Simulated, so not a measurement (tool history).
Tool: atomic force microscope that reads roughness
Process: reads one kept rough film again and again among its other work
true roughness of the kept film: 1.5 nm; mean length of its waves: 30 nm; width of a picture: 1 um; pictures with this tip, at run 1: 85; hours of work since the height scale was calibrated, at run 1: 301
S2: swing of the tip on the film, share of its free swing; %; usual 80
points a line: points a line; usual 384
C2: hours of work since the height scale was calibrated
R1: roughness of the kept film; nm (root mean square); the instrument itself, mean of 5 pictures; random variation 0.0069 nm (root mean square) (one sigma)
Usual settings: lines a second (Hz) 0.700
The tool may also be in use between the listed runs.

{"run": 1, "day": 0.0, "lines a second (Hz)": 0.7, "S2": 80, "points a line": 384, "pictures with this tip": 85, "C2": 301, "R1": 1.394}
{"run": 2, "day": 0.479, "lines a second (Hz)": 0.7, "S2": 80, "points a line": 384, "pictures with this tip": 105, "C2": 309, "R1": 1.388}
{"run": 3, "day": 0.842, "lines a second (Hz)": 0.7, "S2": 80, "points a line": 384, "pictures with this tip": 120, "C2": 316, "R1": 1.382}
{"run": 4, "day": 1.408, "lines a second (Hz)": 0.7, "S2": 87, "points a line": 384, "pictures with this tip": 144, "C2": 326, "R1": 1.39}
{"run": 5, "day": 2.008, "lines a second (Hz)": 0.7, "S2": 87, "points a line": 384, "pictures with this tip": 169, "C2": 337, "R1": 1.38}
{"run": 6, "day": 2.446, "lines a second (Hz)": 0.7, "S2": 87, "points a line": 384, "pictures with this tip": 187, "C2": 345, "R1": 1.382}
{"run": 7, "day": 2.75, "lines a second (Hz)": 0.7, "S2": 87, "points a line": 384, "pictures with this tip": 199, "C2": 350, "R1": 1.368}
{"run": 8, "day": 3.071, "lines a second (Hz)": 0.7, "S2": 87, "points a line": 384, "pictures with this tip": 213, "C2": 356, "R1": 1.378}
{"run": 9, "day": 3.508, "lines a second (Hz)": 0.7, "S2": 68, "points a line": 384, "pictures with this tip": 231, "C2": 364, "R1": 1.401}
{"run": 10, "day": 4.062, "lines a second (Hz)": 0.7, "S2": 68, "points a line": 384, "pictures with this tip": 254, "C2": 374, "R1": 1.407}
{"run": 11, "day": 4.662, "lines a second (Hz)": 0.7, "S2": 68, "points a line": 384, "pictures with this tip": 279, "C2": 385, "R1": 1.399}
{"run": 12, "day": 4.938, "lines a second (Hz)": 0.7, "S2": 68, "points a line": 384, "pictures with this tip": 290, "C2": 390, "R1": 1.406}
{"run": 13, "day": 5.533, "lines a second (Hz)": 0.7, "S2": 68, "points a line": 384, "pictures with this tip": 315, "C2": 401, "R1": 1.399}
{"run": 14, "day": 6.121, "lines a second (Hz)": 0.628, "S2": 59, "points a line": 384, "pictures with this tip": 339, "C2": 411, "R1": 1.403}
{"run": 15, "day": 6.654, "lines a second (Hz)": 0.974, "S2": 82, "points a line": 458, "pictures with this tip": 361, "C2": 421, "R1": 1.373}
{"run": 16, "day": 7.075, "lines a second (Hz)": 0.974, "S2": 82, "points a line": 458, "pictures with this tip": 379, "C2": 429, "R1": 1.379}
{"day": 7.242, "done": "new tip fitted"}
{"run": 17, "day": 7.412, "lines a second (Hz)": 0.974, "S2": 82, "points a line": 458, "pictures with this tip": 7, "C2": 435, "R1": 1.364}
{"run": 18, "day": 7.733, "lines a second (Hz)": 0.922, "S2": 82, "points a line": 520, "pictures with this tip": 20, "C2": 440, "R1": 1.391}
{"run": 19, "day": 8.083, "lines a second (Hz)": 0.922, "S2": 82, "points a line": 520, "pictures with this tip": 34, "C2": 447, "R1": 1.379}
{"run": 20, "day": 8.575, "lines a second (Hz)": 0.922, "S2": 82, "points a line": 511, "pictures with this tip": 55, "C2": 456, "R1": 1.391}
{"run": 21, "day": 8.933, "lines a second (Hz)": 0.922, "S2": 82, "points a line": 511, "pictures with this tip": 70, "C2": 462, "R1": 1.402}
{"run": 22, "day": 9.475, "lines a second (Hz)": 0.922, "S2": 82, "points a line": 511, "pictures with this tip": 92, "C2": 472, "R1": 1.382}
{"run": 23, "day": 9.762, "lines a second (Hz)": 0.922, "S2": 79, "points a line": 831, "pictures with this tip": 104, "C2": 477, "R1": 1.393}
{"run": 24, "day": 10.175, "lines a second (Hz)": 0.922, "S2": 79, "points a line": 694, "pictures with this tip": 121, "C2": 485, "R1": 1.391}
{"run": 25, "day": 10.662, "lines a second (Hz)": 0.922, "S2": 83, "points a line": 607, "pictures with this tip": 141, "C2": 493, "R1": 1.386}

Forecast each of these 4 alternatives for the next run:
{"run": "A", "day": 11.129, "lines a second (Hz)": 3.074, "S2": 80, "points a line": 384, "pictures with this tip": 161, "C2": 502, "R1": "?"}
{"run": "B", "day": 11.129, "lines a second (Hz)": 1.143, "S2": 80, "points a line": 447, "pictures with this tip": 161, "C2": 502, "R1": "?"}
{"run": "C", "day": 11.129, "lines a second (Hz)": 2.279, "S2": 72, "points a line": 384, "pictures with this tip": 161, "C2": 502, "R1": "?"}
{"run": "D", "day": 11.129, "lines a second (Hz)": 0.7, "S2": 84, "points a line": 384, "pictures with this tip": 161, "C2": 502, "R1": "?"}

run=A R1=1.300
run=B R1=1.372
run=C R1=1.365
run=D R1=1.393
Without the tool's hidden state the same runs would have given:
run=A R1=1.303
run=B R1=1.375
run=C R1=1.368
run=D R1=1.396

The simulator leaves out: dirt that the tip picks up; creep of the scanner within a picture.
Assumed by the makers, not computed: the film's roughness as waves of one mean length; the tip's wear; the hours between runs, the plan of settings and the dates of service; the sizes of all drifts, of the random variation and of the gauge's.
